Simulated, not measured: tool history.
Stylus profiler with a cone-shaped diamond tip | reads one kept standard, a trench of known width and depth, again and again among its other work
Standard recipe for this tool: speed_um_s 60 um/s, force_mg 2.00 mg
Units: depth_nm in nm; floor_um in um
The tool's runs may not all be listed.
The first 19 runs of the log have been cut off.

| run | hour | speed_um_s | force_mg | scans with this tip | hours of work since the height scale was calibrated | depth_nm | floor_um |
|---|---|---|---|---|---|---|---|
| 20 | 543.3 | 15 | 5.38 | 13398 | 1145 | 508.59 | 23.44 |
| 21 | 575.2 | 30 | 4.06 | 13674 | 1169 | 506.87 | 23.29 |
| 22 | 614.9 | 28 | 0.87 | 14018 | 1198 | 502.00 | 23.23 |
| 23 | 646.5 | 28 | 0.87 | 14291 | 1221 | 501.95 | 23.14 |
| 24 | 684.6 | 65 | 1.63 | 14620 | 1250 | 503.44 | 23.05 |
| 25 | 701.0 | 83 | 2.29 | 14762 | 1262 | 504.40 | 23.02 |
| 26 | 727.8 | 42 | 1.80 | 14993 | 1281 | 503.67 | 23.08 |
| 27 | 751.3 | 42 | 1.80 | 15197 | 1299 | 503.82 | 23.04 |
| 28 | 773.8 | 65 | 1.27 | 15391 | 1315 | 502.82 | 22.92 |
| 29 | 793.5 | 238 | 1.50 | 15561 | 1330 | 502.99 | 22.26 |

Estimate the outcome of run 30 from the log above:
| 30 | 811.0 | 16 | 0.81 | 15713 | 1343 | ? | ? |

Run 30 yielded depth_nm 502.03 nm, floor_um 23.02 um.
With no hidden state in the tool, this same run would have given depth_nm 502.75 nm, floor_um 25.54 um.
